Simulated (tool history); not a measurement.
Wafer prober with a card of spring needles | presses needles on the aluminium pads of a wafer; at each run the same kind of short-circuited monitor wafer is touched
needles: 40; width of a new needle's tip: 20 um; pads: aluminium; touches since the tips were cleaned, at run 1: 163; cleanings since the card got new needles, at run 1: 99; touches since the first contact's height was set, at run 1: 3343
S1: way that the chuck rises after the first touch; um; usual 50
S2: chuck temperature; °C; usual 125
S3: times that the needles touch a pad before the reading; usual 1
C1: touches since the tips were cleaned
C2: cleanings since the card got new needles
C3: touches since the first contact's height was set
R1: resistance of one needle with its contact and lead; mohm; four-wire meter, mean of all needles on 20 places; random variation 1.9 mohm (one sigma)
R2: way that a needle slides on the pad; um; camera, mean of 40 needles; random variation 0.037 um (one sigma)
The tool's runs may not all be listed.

run,day,S1,S2,S3,C1,C2,C3,R1,R2
1,0,50,125,1,163,99,3343,199,11.03
# day 0.15: tips cleaned on abrasive film
# day 0.304: tips cleaned on abrasive film
# day 0.492: tips cleaned on abrasive film
# day 0.646: tips cleaned on abrasive film
# day 0.833: tips cleaned on abrasive film
# day 0.983: tips cleaned on abrasive film
# day 1.171: tips cleaned on abrasive film
# day 1.325: tips cleaned on abrasive film
# day 1.512: tips cleaned on abrasive film
# day 1.667: tips cleaned on abrasive film
# day 1.854: tips cleaned on abrasive film
# day 2.004: tips cleaned on abrasive film
# day 2.196: tips cleaned on abrasive film
# day 2.346: tips cleaned on abrasive film
# day 2.496: tips cleaned on abrasive film
# day 2.688: tips cleaned on abrasive film
# day 2.875: tips cleaned on abrasive film
# day 3.025: tips cleaned on abrasive film
# day 3.217: tips cleaned on abrasive film
2,3.304,50,125,1,1088,118,43035,203,11.08
# day 3.383: tips cleaned on abrasive film
# day 3.571: tips cleaned on abrasive film
# day 3.758: tips cleaned on abrasive film
# day 3.912: tips cleaned on abrasive film
# day 4.1: tips cleaned on abrasive film
# day 4.288: tips cleaned on abrasive film
# day 4.438: tips cleaned on abrasive film
# day 4.629: tips cleaned on abrasive film
# day 4.817: tips cleaned on abrasive film
# day 5.004: tips cleaned on abrasive film
# day 5.196: tips cleaned on abrasive film
# day 5.317: height of the first contact set anew
# day 5.358: tips cleaned on abrasive film
# day 5.508: tips cleaned on abrasive film
# day 5.7: tips cleaned on abrasive film
# day 5.85: tips cleaned on abrasive film
3,5.879,50,125,1,349,133,6708,203,11.04
# day 6.029: tips cleaned on abrasive film
# day 6.221: tips cleaned on abrasive film
# day 6.408: tips cleaned on abrasive film
# day 6.558: tips cleaned on abrasive film
# day 6.712: tips cleaned on abrasive film
# day 6.9: tips cleaned on abrasive film
# day 7.05: tips cleaned on abrasive film
# day 7.204: tips cleaned on abrasive film
# day 7.392: tips cleaned on abrasive film
# day 7.542: tips cleaned on abrasive film
# day 7.733: tips cleaned on abrasive film
# day 7.921: tips cleaned on abrasive film
# day 8.071: tips cleaned on abrasive film
# day 8.262: tips cleaned on abrasive film
# day 8.45: tips cleaned on abrasive film
# day 8.638: tips cleaned on abrasive film
4,8.675,50,125,1,464,149,40324,202,10.98
# day 8.796: tips cleaned on abrasive film
# day 8.983: tips cleaned on abrasive film
# day 9.171: tips cleaned on abrasive film
# day 9.321: tips cleaned on abrasive film
# day 9.475: tips cleaned on abrasive film
# day 9.662: tips cleaned on abrasive film
# day 9.85: tips cleaned on abrasive film
# day 10.004: tips cleaned on abrasive film
# day 10.154: tips cleaned on abrasive film
# day 10.308: tips cleaned on abrasive film
5,10.308,50,125,1,0,159,59887,202,11.05
# day 10.492: tips cleaned on abrasive film
# day 10.642: tips cleaned on abrasive film
# day 10.796: tips cleaned on abrasive film
# day 10.917: height of the first contact set anew
# day 10.996: tips cleaned on abrasive film
# day 11.146: tips cleaned on abrasive film
# day 11.338: tips cleaned on abrasive film
# day 11.525: tips cleaned on abrasive film
# day 11.675: tips cleaned on abrasive film
# day 11.867: tips cleaned on abrasive film
# day 12.054: tips cleaned on abrasive film
# day 12.204: tips cleaned on abrasive film
# day 12.358: tips cleaned on abrasive film
# day 12.546: tips cleaned on abrasive film
# day 12.696: tips cleaned on abrasive film
6,12.738,50,125,1,490,173,21835,204,11.02
# day 12.854: tips cleaned on abrasive film
# day 13.004: tips cleaned on abrasive film
# day 13.192: tips cleaned on abrasive film
# day 13.383: tips cleaned on abrasive film
# day 13.533: tips cleaned on abrasive film
# day 13.721: tips cleaned on abrasive film
# day 13.908: tips cleaned on abrasive film
# day 14.062: tips cleaned on abrasive film
# day 14.25: tips cleaned on abrasive film
# day 14.404: tips cleaned on abrasive film
# day 14.592: tips cleaned on abrasive film
# day 14.779: tips cleaned on abrasive film
# day 14.967: tips cleaned on abrasive film
# day 15.158: tips cleaned on abrasive film
# day 15.308: tips cleaned on abrasive film
# day 15.496: tips cleaned on abrasive film
# day 15.688: tips cleaned on abrasive film
# day 15.838: tips cleaned on abrasive film
# day 16.025: tips cleaned on abrasive film
7,16.121,50,125,1,1155,192,62506,204,11.05
# day 16.2: tips cleaned on abrasive film
# day 16.35: tips cleaned on abrasive film
# day 16.508: height of the first contact set anew
# day 16.55: tips cleaned on abrasive film
# day 16.704: tips cleaned on abrasive film
# day 16.854: tips cleaned on abrasive film
# day 17.042: tips cleaned on abrasive film
# day 17.233: tips cleaned on abrasive film
# day 17.383: tips cleaned on abrasive film
# day 17.571: tips cleaned on abrasive film
# day 17.725: tips cleaned on abrasive film
# day 17.875: tips cleaned on abrasive film
# day 18.062: tips cleaned on abrasive film
# day 18.217: tips cleaned on abrasive film
# day 18.404: tips cleaned on abrasive film
# day 18.592: tips cleaned on abrasive film
# day 18.783: tips cleaned on abrasive film
8,18.904,50,125,1,1511,208,28761,204,11.03
# day 18.946: tips cleaned on abrasive film
# day 19.133: tips cleaned on abrasive film
# day 19.288: tips cleaned on abrasive film
# day 19.438: tips cleaned on abrasive film
# day 19.625: tips cleaned on abrasive film
# day 19.817: tips cleaned on abrasive film
# day 19.967: tips cleaned on abrasive film
# day 20.154: tips cleaned on abrasive film
# day 20.346: tips cleaned on abrasive film
# day 20.496: tips cleaned on abrasive film
# day 20.65: tips cleaned on abrasive film
# day 20.838: tips cleaned on abrasive film
# day 20.988: tips cleaned on abrasive film
# day 21.142: tips cleaned on abrasive film
9,21.167,50,125,1,315,222,55874,201,11.09
# day 21.317: tips cleaned on abrasive film
# day 21.471: tips cleaned on abrasive film
# day 21.658: tips cleaned on abrasive film
# day 21.808: tips cleaned on abrasive film
# day 22: tips cleaned on abrasive film
# day 22.121: height of the first contact set anew
# day 22.2: tips cleaned on abrasive film
# day 22.35: tips cleaned on abrasive film
# day 22.542: tips cleaned on abrasive film
# day 22.729: tips cleaned on abrasive film
# day 22.917: tips cleaned on abrasive film
# day 23.071: tips cleaned on abrasive film
# day 23.221: tips cleaned on abrasive film
# day 23.408: tips cleaned on abrasive film
# day 23.562: tips cleaned on abrasive film
# day 23.75: tips cleaned on abrasive film
# day 23.938: tips cleaned on abrasive film
# day 24.092: tips cleaned on abrasive film
# day 24.279: tips cleaned on abrasive film
10,24.383,48,102,1,1291,240,27178,201,10.66
# day 24.462: tips cleaned on abrasive film
# day 24.612: tips cleaned on abrasive film
# day 24.767: tips cleaned on abrasive film
# day 24.954: tips cleaned on abrasive film
# day 25.104: tips cleaned on abrasive film
# day 25.296: tips cleaned on abrasive film
# day 25.446: tips cleaned on abrasive film
# day 25.596: tips cleaned on abrasive film
# day 25.75: tips cleaned on abrasive film
# day 25.938: tips cleaned on abrasive film
# day 26.092: tips cleaned on abrasive film
11,26.162,48,102,1,913,251,48528,200,10.63
# day 26.242: tips cleaned on abrasive film
# day 26.429: tips cleaned on abrasive film
# day 26.583: tips cleaned on abrasive film
# day 26.771: tips cleaned on abrasive film
# day 26.921: tips cleaned on abrasive film
# day 27.075: tips cleaned on abrasive film
# day 27.262: tips cleaned on abrasive film
# day 27.412: tips cleaned on abrasive film
# day 27.604: tips cleaned on abrasive film
# day 27.725: height of the first contact set anew
# day 27.804: tips cleaned on abrasive film
# day 27.954: tips cleaned on abrasive film
# day 28.146: tips cleaned on abrasive film
# day 28.296: tips cleaned on abrasive film
# day 28.483: tips cleaned on abrasive film
# day 28.638: tips cleaned on abrasive film
# day 28.825: tips cleaned on abrasive film
12,28.904,50,59,3,973,267,14144,187,11.09
# day 28.983: tips cleaned on abrasive film
# day 29.171: tips cleaned on abrasive film
# day 29.325: tips cleaned on abrasive film
# day 29.512: tips cleaned on abrasive film
# day 29.662: tips cleaned on abrasive film
# day 29.85: tips cleaned on abrasive film
# day 30.004: tips cleaned on abrasive film
# day 30.192: tips cleaned on abrasive film
# day 30.346: tips cleaned on abrasive film
# day 30.496: tips cleaned on abrasive film
# day 30.683: tips cleaned on abrasive film
# day 30.875: tips cleaned on abrasive film
# day 31.025: tips cleaned on abrasive film
# day 31.175: tips cleaned on abrasive film
# day 31.367: tips cleaned on abrasive film
13,31.371,59,37,2,93,282,43760,182,13.15
# day 31.525: tips cleaned on abrasive film
# day 31.675: tips cleaned on abrasive film
# day 32.175: card fitted with new needles
# day 32.367: tips cleaned on abrasive film
# day 32.517: tips cleaned on abrasive film
# day 32.704: tips cleaned on abrasive film
# day 32.858: tips cleaned on abrasive film
# day 33.008: tips cleaned on abrasive film
# day 33.196: tips cleaned on abrasive film
# day 33.388: tips cleaned on abrasive film
# day 33.538: tips cleaned on abrasive film
# day 33.725: tips cleaned on abrasive film
# day 33.917: tips cleaned on abrasive film
# day 34.104: tips cleaned on abrasive film
# day 34.254: tips cleaned on abrasive film
# day 34.446: tips cleaned on abrasive film
# day 34.596: tips cleaned on abrasive film
# day 34.746: tips cleaned on abrasive film
# day 34.938: tips cleaned on abrasive film
14,34.946,41,79,1,142,16,33294,198,9.1

3 ways to go on from here, each from the tool as it stands after run 14. What would each give?
# day 35.1: tips cleaned on abrasive film
# day 35.288: tips cleaned on abrasive film
# day 35.438: tips cleaned on abrasive film
# day 35.592: tips cleaned on abrasive film
# day 35.779: tips cleaned on abrasive film
# day 35.933: tips cleaned on abrasive film
# day 36.083: tips cleaned on abrasive film
# day 36.271: tips cleaned on abrasive film
# day 36.462: tips cleaned on abrasive film
# day 36.612: tips cleaned on abrasive film
# day 36.8: tips cleaned on abrasive film
# day 36.954: tips cleaned on abrasive film
A,37.088,39,36,1,1655,28,59016,?,?
# day 35.1: tips cleaned on abrasive film
# day 35.288: tips cleaned on abrasive film
# day 35.438: tips cleaned on abrasive film
# day 35.592: tips cleaned on abrasive film
# day 35.779: tips cleaned on abrasive film
# day 35.933: tips cleaned on abrasive film
# day 36.083: tips cleaned on abrasive film
# day 36.271: tips cleaned on abrasive film
# day 36.462: tips cleaned on abrasive film
# day 36.612: tips cleaned on abrasive film
# day 36.8: tips cleaned on abrasive film
# day 36.954: tips cleaned on abrasive film
B,37.088,36,69,2,1655,28,59016,?,?
# day 35.1: tips cleaned on abrasive film
# day 35.288: tips cleaned on abrasive film
# day 35.438: tips cleaned on abrasive film
# day 35.592: tips cleaned on abrasive film
# day 35.779: tips cleaned on abrasive film
# day 35.933: tips cleaned on abrasive film
# day 36.083: tips cleaned on abrasive film
# day 36.271: tips cleaned on abrasive film
# day 36.462: tips cleaned on abrasive film
# day 36.612: tips cleaned on abrasive film
# day 36.8: tips cleaned on abrasive film
# day 36.954: tips cleaned on abrasive film
C,37.088,50,66,1,1655,28,59016,?,?

run,R1,R2
A,190,8.69
B,203,8.02
C,191,11.17
Without the tool's hidden state the same runs would have given:
run,R1,R2
A,189,8.6
B,203,7.94
C,191,11.05
